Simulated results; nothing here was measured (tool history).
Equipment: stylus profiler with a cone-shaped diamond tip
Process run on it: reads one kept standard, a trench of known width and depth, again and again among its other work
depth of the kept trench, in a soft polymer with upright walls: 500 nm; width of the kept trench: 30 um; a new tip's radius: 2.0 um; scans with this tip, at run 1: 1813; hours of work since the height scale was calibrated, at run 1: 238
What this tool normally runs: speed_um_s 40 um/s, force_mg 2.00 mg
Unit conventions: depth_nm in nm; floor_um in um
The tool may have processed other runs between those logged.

| run | hour | speed_um_s | force_mg | scans with this tip | hours of work since the height scale was calibrated | depth_nm | floor_um |
|---|---|---|---|---|---|---|---|
| 1 | 0.0 | 40 | 2.00 | 1813 | 238 | 505.25 | 27.09 |
| 2 | 6.5 | 40 | 2.00 | 1845 | 242 | 505.22 | 27.09 |
| 3 | 21.5 | 112 | 2.00 | 1919 | 252 | 505.43 | 26.81 |
| 4 | 28.4 | 112 | 2.00 | 1953 | 256 | 505.23 | 26.80 |
| 5 | 35.0 | 112 | 2.00 | 1986 | 261 | 505.39 | 26.81 |
| 6 | 49.1 | 40 | 2.00 | 2056 | 270 | 505.44 | 27.01 |
| 7 | 63.1 | 40 | 2.00 | 2125 | 279 | 505.12 | 27.04 |
| 8 | 78.1 | 40 | 2.00 | 2199 | 289 | 505.42 | 27.03 |
| 9 | 86.7 | 40 | 2.00 | 2242 | 294 | 505.59 | 26.99 |
| 10 | 99.0 | 14 | 2.00 | 2302 | 302 | 505.38 | 27.11 |
| 11 | 107.4 | 14 | 2.00 | 2344 | 308 | 505.53 | 27.10 |
| 12 | 117.9 | 86 | 2.00 | 2396 | 314 | 505.42 | 26.91 |
| 13 | 129.0 | 86 | 2.00 | 2451 | 322 | 505.51 | 26.88 |
|  | 130.6 | height scale calibrated on a step standard |
| 14 | 144.3 | 86 | 2.00 | 2524 | 9 | 505.73 | 26.86 |
| 15 | 155.9 | 86 | 2.00 | 2582 | 16 | 505.80 | 26.87 |
| 16 | 164.5 | 132 | 3.01 | 2624 | 22 | 507.25 | 26.74 |
| 17 | 178.6 | 132 | 3.05 | 2694 | 31 | 507.33 | 26.73 |
| 18 | 185.7 | 132 | 3.05 | 2729 | 36 | 507.22 | 26.75 |
| 19 | 196.1 | 132 | 3.05 | 2781 | 43 | 507.35 | 26.75 |

What if the next run were any one of these 3? Each begins from the tool's condition after run 19:
| A | 203.1 | 17 | 3.05 | 2815 | 47 | ? | ? |
| B | 203.1 | 45 | 3.31 | 2815 | 47 | ? | ? |
| C | 203.1 | 94 | 2.05 | 2815 | 47 | ? | ? |

| run | depth_nm | floor_um |
|---|---|---|
| A | 507.27 | 27.10 |
| B | 507.84 | 26.94 |
| C | 506.06 | 26.80 |
What these runs would have given with no unlogged condition in the tool:
| run | depth_nm | floor_um |
|---|---|---|
| A | 506.19 | 27.32 |
| B | 506.75 | 27.17 |
| C | 504.99 | 27.03 |
